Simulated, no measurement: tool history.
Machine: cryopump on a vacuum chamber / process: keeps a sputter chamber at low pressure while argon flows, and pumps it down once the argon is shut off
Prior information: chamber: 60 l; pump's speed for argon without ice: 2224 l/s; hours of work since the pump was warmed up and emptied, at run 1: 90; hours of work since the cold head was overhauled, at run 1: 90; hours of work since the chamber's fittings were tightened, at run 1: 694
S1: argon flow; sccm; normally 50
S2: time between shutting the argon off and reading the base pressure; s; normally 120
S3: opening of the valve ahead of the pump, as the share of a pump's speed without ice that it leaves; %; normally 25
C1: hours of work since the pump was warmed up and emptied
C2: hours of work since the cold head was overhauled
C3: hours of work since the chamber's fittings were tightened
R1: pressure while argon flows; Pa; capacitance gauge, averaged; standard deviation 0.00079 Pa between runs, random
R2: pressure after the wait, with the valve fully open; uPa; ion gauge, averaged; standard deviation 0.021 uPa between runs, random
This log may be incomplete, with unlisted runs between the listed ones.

run	hour	S1	S2	S3	C1	C2	C3	R1	R2
1	0	50	120	25	90	90	694	0.1569	0.41
2	22.4	50	120	25	107	107	710	0.1566	0.39
3	45.2	50	120	25	124	124	727	0.1577	0.43
4	64.3	50	120	25	138	138	742	0.1592	0.46
5	85	50	120	25	153	153	757	0.1596	0.43
6	98.6	50	120	25	164	164	767	0.1585	0.47
7	119.1	32	120	25	179	179	782	0.1026	0.46
8	131.6	32	120	25	188	188	791	0.1023	0.44
9	149.6	32	120	25	201	201	805	0.1027	0.45
10	160.7	50	120	25	210	210	813	0.161	0.46
11	174.9	50	120	25	220	220	824	0.1639	0.46
12	191.2	50	120	25	232	232	836	0.1636	0.43
13	210.5	50	120	25	247	247	850	0.1623	0.45
14	220.4	50	120	25	254	254	857	0.1647	0.5
15	232.6	50	120	25	263	263	866	0.1637	0.5
16	254	50	120	16	279	279	882	0.2506	0.52
17	270.3	50	120	27	291	291	894	0.1558	0.51
18	280.8	50	81	25	299	299	902	0.1674	0.62
19	292.2	78	120	17	307	307	911	0.3706	0.53
20	315	37	120	16	324	324	927	0.1883	0.52
# hour 321.7: pump warmed up, emptied and cooled again
21	338.3	58	39	25	12	338	941	0.1776	0.85
22	356.6	94	120	21	26	351	954	0.3446	0.45
23	375.3	53	287	22	40	365	968	0.1849	0.37
24	394.4	62	231	18	54	379	983	0.266	0.36
25	417	50	213	37	71	396	999	0.106	0.37
26	427.9	53	38	16	79	404	1007	0.2539	0.9
27	448.2	31	120	37	94	419	1022	0.0659	0.49
28	457.7	35	30	48	101	426	1029	0.0591	1.04
29	470	35	30	48	110	435	1039	0.0595	1.04
30	483	35	145	48	120	445	1048	0.0591	0.47
31	494.4	50	101	16	128	453	1057	0.2423	0.52
32	509.9	50	40	30	140	465	1068	0.1342	0.87
33	523.2	22	44	48	149	475	1078	0.0391	0.85
34	538.7	57	246	48	161	486	1090	0.0995	0.41
35	548.8	50	160	27	168	494	1097	0.149	0.39

Consider 3 possible next runs. They are alternatives, not a sequence: every one starts from the tool as it was left by run 35. What does each give?
A	566.2	24	189	29	181	507	1110	?	?
B	566.2	24	48	23	181	507	1110	?	?
C	566.2	46	186	30	181	507	1110	?	?

run	R1	R2
A	0.0675	0.46
B	0.084	0.8
C	0.1249	0.38
With no hidden state in the tool, these same runs would have given:
run	R1	R2
A	0.0633	0.29
B	0.0799	0.64
C	0.1169	0.22

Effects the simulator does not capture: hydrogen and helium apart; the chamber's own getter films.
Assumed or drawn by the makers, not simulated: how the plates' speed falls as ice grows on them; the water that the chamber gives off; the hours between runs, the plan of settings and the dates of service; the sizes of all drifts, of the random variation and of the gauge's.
